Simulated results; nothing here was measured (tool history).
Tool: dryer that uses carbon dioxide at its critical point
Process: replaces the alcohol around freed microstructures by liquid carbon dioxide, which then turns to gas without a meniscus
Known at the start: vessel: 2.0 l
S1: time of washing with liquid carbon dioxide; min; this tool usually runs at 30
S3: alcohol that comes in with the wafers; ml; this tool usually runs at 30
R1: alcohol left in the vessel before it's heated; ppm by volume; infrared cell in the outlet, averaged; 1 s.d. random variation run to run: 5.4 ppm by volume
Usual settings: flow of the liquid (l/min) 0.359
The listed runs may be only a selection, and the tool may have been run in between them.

Run 1, day 0: usual settings. Result: R1 186 ppm by volume.
Run 2, day 0.429: usual settings. Result: R1 182 ppm by volume.
Run 3, day 0.796: usual settings. Result: R1 190 ppm by volume.
Run 4, day 1.079: usual settings but S3 78 ml. Result: R1 427 ppm by volume.
Run 5, day 1.283: usual settings but S3 78 ml. Result: R1 438 ppm by volume.
Run 6, day 1.575: usual settings. Result: R1 194 ppm by volume.
Run 7, day 1.904: usual settings. Result: R1 188 ppm by volume.
Run 8, day 2.2: usual settings. Result: R1 177 ppm by volume.
Run 9, day 2.588: usual settings but S1 27 min. Result: R1 276 ppm by volume.
Run 10, day 2.783: usual settings but S1 27 min. Result: R1 287 ppm by volume.
Run 11, day 3.158: usual settings but S1 47 min. Result: R1 44 ppm by volume.
Run 12, day 3.458: usual settings. Result: R1 205 ppm by volume.
Run 13, day 3.721: usual settings. Result: R1 198 ppm by volume.
Run 14, day 3.912: usual settings. Result: R1 209 ppm by volume.
Run 15, day 4.096: usual settings but flow of the liquid (l/min) 0.456. Result: R1 81 ppm by volume.
Run 16, day 4.279: usual settings but flow of the liquid (l/min) 0.456. Result: R1 74 ppm by volume.
Run 17, day 4.492: usual settings but flow of the liquid (l/min) 0.456. Result: R1 86 ppm by volume.
Run 18, day 4.833: usual settings but flow of the liquid (l/min) 0.456. Result: R1 78 ppm by volume.
Run 19, day 5.092: usual settings but S1 40 min, flow of the liquid (l/min) 0.53, S3 23 ml. Result: R1 44 ppm by volume.
Run 20, day 5.533: usual settings but S3 22 ml. Result: R1 155 ppm by volume.
Run 21, day 5.888: usual settings but S3 22 ml. Result: R1 166 ppm by volume.
Run 22, day 6.142: usual settings but flow of the liquid (l/min) 0.363, S3 45 ml. Result: R1 291 ppm by volume.
Run 23, day 6.575: usual settings but S1 37 min, S3 64 ml. Result: R1 166 ppm by volume.
Run 24, day 6.971: usual settings but S1 40 min, S3 52 ml. Result: R1 109 ppm by volume.
Run 25, day 7.346: usual settings but S1 44 min, flow of the liquid (l/min) 0.267, S3 83 ml. Result: R1 349 ppm by volume.
Run 26, day 7.733: usual settings but S1 42 min, flow of the liquid (l/min) 0.414. Result: R1 48 ppm by volume.

Difference, measured minus no-hidden-state, one row per run. Run-to-run variation is common to both terms; the gauge's own scatter need not be:
The tool's hidden condition here consists of: flow that reaches the vessel past the clogged filter, %; alcohol in the recycled carbon dioxide, ppm; drift of the gauge itself on alcohol_ppm, %.
run    R1
  1   +45
  2   +47
  3   +48
  4   +90
  5   +92
  6   +52
  7   +52
  8   +52
  9   +67
 10   +70
 11   +29
 12   +59
 13   +61
 14   +61
 15   +41
 16   +40
 17   +40
 18   +40
 19   +29
 20   +58
 21   +58
 22   +89
 23   +67
 24   +51
 25  +113
 26   +38

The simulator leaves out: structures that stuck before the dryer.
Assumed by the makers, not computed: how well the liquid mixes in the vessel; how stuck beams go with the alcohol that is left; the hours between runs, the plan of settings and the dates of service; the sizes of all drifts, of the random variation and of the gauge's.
